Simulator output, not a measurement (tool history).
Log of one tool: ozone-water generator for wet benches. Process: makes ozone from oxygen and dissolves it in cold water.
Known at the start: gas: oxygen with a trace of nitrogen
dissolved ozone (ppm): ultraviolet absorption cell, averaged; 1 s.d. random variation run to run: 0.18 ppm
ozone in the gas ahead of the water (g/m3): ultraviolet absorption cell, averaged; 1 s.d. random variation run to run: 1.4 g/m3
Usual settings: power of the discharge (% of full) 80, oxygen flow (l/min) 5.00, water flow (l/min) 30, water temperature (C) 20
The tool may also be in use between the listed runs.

run,day,power of the discharge (% of full),oxygen flow (l/min),water flow (l/min),water temperature (C),dissolved ozone (ppm),ozone in the gas ahead of the water (g/m3)
1,0.000,80,5.00,30,20,20.6,236.4
# day 3.000: contactor cleaned
2,3.112,80,5.00,30,20,21.4,231.9
3,6.425,80,5.00,30,20,21.1,231.8
4,9.888,80,5.00,30,20,21.3,233.3
5,13.996,50,5.00,30,20,14.7,161.4
6,18.233,50,5.00,30,20,14.8,158.3
# day 18.658: water thermometer calibrated
7,22.075,50,5.00,30,20,14.6,161.4
8,27.262,50,5.00,30,20,14.7,158.1
9,29.808,80,5.00,23,20,25.9,228.6
10,32.312,80,5.00,23,25,24.4,228.9
11,36.517,40,5.00,23,25,13.7,132.5
12,39.292,40,5.00,23,25,13.9,133.2
13,43.212,40,5.00,38,19,10.1,132.7
14,47.950,46,4.54,30,20,13.2,156.3
15,50.983,62,5.93,20,26,21.0,170.3
# day 54.517: water thermometer calibrated, once more
16,56.750,62,4.10,20,26,21.0,203.6
17,62.800,62,4.10,34,22,14.3,204.3
18,67.567,98,5.00,23,20,29.6,263.9
19,71.192,98,5.00,23,20,29.4,261.0
20,77.242,83,6.82,18,12,35.1,199.7
21,83.038,67,3.72,30,20,16.4,223.9
22,88.046,71,5.00,30,22,18.0,202.7

Branching from run 22: 5 alternative next runs. What would each branch give?
A,94.229,80,6.10,21,15,?,?
B,94.229,71,5.46,36,15,?,?
C,94.229,65,5.00,30,20,?,?
D,94.229,48,5.00,29,20,?,?
E,94.229,80,5.00,24,20,?,?

run,dissolved ozone (ppm),ozone in the gas ahead of the water (g/m3)
A,28.7,202.7
B,16.9,194.1
C,17.3,189.7
D,14.1,150.6
E,24.0,220.2
With the hidden condition removed and each run's random variation left untouched, the same runs would have given:
run,dissolved ozone (ppm),ozone in the gas ahead of the water (g/m3)
A,34.1,236.5
B,19.9,223.5
C,20.1,216.2
D,15.9,165.9
E,28.5,257.0
